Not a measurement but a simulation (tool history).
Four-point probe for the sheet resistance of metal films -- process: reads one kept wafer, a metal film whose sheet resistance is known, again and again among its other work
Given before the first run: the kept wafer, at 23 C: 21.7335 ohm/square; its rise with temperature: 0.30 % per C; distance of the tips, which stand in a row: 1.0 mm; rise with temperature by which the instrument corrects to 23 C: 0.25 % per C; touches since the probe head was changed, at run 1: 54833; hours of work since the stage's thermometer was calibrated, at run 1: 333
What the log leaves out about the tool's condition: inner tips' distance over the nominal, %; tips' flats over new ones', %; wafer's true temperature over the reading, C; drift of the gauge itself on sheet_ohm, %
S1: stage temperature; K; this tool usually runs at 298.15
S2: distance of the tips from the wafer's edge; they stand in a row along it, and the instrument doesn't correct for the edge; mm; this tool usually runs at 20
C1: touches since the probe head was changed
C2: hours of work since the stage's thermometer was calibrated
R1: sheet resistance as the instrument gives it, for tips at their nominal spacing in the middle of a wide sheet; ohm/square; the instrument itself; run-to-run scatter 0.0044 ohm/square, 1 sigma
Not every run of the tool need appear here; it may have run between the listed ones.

Run 1, hour 0: usual settings; C1 54833; C2 333. Result: R1 21.764563 ohm/square.
Run 2, hour 16.3: usual settings; C1 55509; C2 341. Result: R1 21.764998 ohm/square.
Run 3, hour 31.4: usual settings; C1 56136; C2 348. Result: R1 21.7651 ohm/square.
Run 4, hour 50.5: usual settings but S1 297.15 K; C1 56926; C2 357. Result: R1 21.748055 ohm/square.
Run 5, hour 74.2: usual settings; C1 57911; C2 368. Result: R1 21.763477 ohm/square.
Run 6, hour 93.7: usual settings; C1 58718; C2 377. Result: R1 21.759029 ohm/square.
Run 7, hour 117.2: usual settings but S2 5 mm; C1 59691; C2 388. Result: R1 22.197709 ohm/square.
Run 8, hour 145.4: usual settings but S1 307.15 K; C1 60861; C2 401. Result: R1 21.869011 ohm/square.
Run 9, hour 172.3: usual settings but S2 4 mm; C1 61976; C2 414. Result: R1 22.450148 ohm/square.
Run 10, hour 187.5: usual settings but S2 13 mm; C1 62609; C2 421. Result: R1 21.804262 ohm/square.
Run 11, hour 207.3: usual settings but S2 13 mm; C1 63428; C2 430. Result: R1 21.811613 ohm/square.
Run 12, hour 222.7: usual settings but S2 13 mm; C1 64069; C2 437. Result: R1 21.806245 ohm/square.
Run 13, hour 242.4: usual settings but S2 13 mm; C1 64885; C2 447. Result: R1 21.805952 ohm/square.
Run 14, hour 270.5: usual settings but S2 13 mm; C1 66051; C2 460. Result: R1 21.820408 ohm/square.
Run 15, hour 297.8: usual settings but S2 13 mm; C1 67181; C2 472. Result: R1 21.808386 ohm/square.
Run 16, hour 316.9: usual settings but S1 301.15 K; C1 67975; C2 481. Result: R1 21.809338 ohm/square.
Run 17, hour 336.1: usual settings but S1 301.15 K; C1 68768; C2 490. Result: R1 21.805058 ohm/square.
Run 18, hour 367.5: usual settings but S1 301.15 K; C1 70072; C2 505. Result: R1 21.809553 ohm/square.
Run 19, hour 392.1: usual settings but S1 301.15 K; C1 71090; C2 516. Result: R1 21.810573 ohm/square.
Run 20, hour 408.1: usual settings but S2 31 mm; C1 71756; C2 524. Result: R1 21.757172 ohm/square.
Run 21, hour 434.4: usual settings but S2 31 mm; C1 72846; C2 536. Result: R1 21.766977 ohm/square.
Run 22, hour 453: usual settings but S2 31 mm; C1 73617; C2 545. Result: R1 21.750954 ohm/square.
Run 23, hour 481.6: usual settings; C1 74803; C2 558. Result: R1 21.770396 ohm/square.
Run 24, hour 512.7: usual settings; C1 76093; C2 573. Result: R1 21.78214 ohm/square.
Run 25, hour 528.7: usual settings but S1 306.15 K, S2 4 mm; C1 76757; C2 580. Result: R1 22.545103 ohm/square.

Forecast run 26:
Run 26, hour 541.8: usual settings but S1 306.15 K, S2 4 mm; C1 77300; C2 587. Result: R1 ?.

Logged for run 26: R1 22.549383 ohm/square.
If the tool had no hidden condition, the same run with the same run-to-run variation would have returned R1 22.555125 ohm/square.
